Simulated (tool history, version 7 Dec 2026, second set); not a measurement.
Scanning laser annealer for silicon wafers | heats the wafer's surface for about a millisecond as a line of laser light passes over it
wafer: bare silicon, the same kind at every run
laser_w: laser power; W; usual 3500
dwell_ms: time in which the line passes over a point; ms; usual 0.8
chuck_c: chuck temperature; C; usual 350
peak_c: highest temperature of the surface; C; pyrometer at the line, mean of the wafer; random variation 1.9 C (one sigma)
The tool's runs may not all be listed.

run,hour,laser_w,dwell_ms,chuck_c,peak_c
1,0,3500,0.8,350,1052
2,78.4,3500,0.8,350,1044
3,144.2,3500,0.8,350,1043
4,213.6,3500,0.8,350,1041
5,266.7,3500,0.8,324,1010
6,327.4,3500,0.8,324,1011
7,388.8,3500,0.8,324,1006
8,453.5,3500,0.8,324,1000
9,487.8,3500,0.8,324,1002
10,535.5,3500,0.8,324,1002
# hour 548.7: window over the wafer cleaned
11,572.8,3500,0.8,324,1042
12,624.3,3500,0.8,366,1086
13,691.4,3500,0.8,366,1078
14,765.7,3500,0.8,362,1075
# hour 778.8: optics aligned, line set to its width
15,819.9,3500,0.8,362,1088
# hour 827.1: laser's power meter calibrated
16,878.7,3500,0.8,362,1088
17,927.3,3500,0.8,389,1108
# hour 970.4: laser's power meter calibrated, once more
18,992.2,3500,0.8,389,1102
19,1064.5,3500,0.8,389,1093
20,1129.8,3500,0.8,389,1093
21,1173.4,3500,0.8,382,1083
22,1214.1,3500,0.8,382,1082
23,1290.7,3500,0.599,375,971
24,1325,3225,0.73,350,951
25,1359.3,3500,0.687,357,995
26,1402.6,3500,0.687,357,996
27,1435.2,3500,0.687,357,988
# hour 1449.6: window over the wafer cleaned
28,1485.4,3222,0.704,350,973
29,1563.8,3222,0.704,350,969
30,1614.1,3222,0.704,350,967
31,1684.5,3222,0.704,350,963
32,1725.2,3222,0.704,350,961
33,1796.4,3222,0.704,350,956
34,1852.4,3627,0.959,350,1162
35,1911.8,3500,0.759,350,1039
36,1964.7,3500,0.753,327,1012
37,2042.6,3754,0.636,360,1033
38,2117.3,3211,0.61,387,937
39,2165.2,3211,0.61,387,936
40,2239.2,3211,0.61,387,931
41,2276.7,3211,0.61,355,898
# hour 2341.7: window over the wafer cleaned
42,2357.3,3500,0.67,388,1051

3 ways to go on from here, each from the tool as it stands after run 42. What would each give?
A,2422.9,3755,0.875,312,?
B,2422.9,3500,0.828,388,?
C,2422.9,3500,0.8,359,?

run,peak_c
A,1131
B,1123
C,1081
Without the tool's hidden state the same runs would have given:
run,peak_c
A,1147
B,1138
C,1096

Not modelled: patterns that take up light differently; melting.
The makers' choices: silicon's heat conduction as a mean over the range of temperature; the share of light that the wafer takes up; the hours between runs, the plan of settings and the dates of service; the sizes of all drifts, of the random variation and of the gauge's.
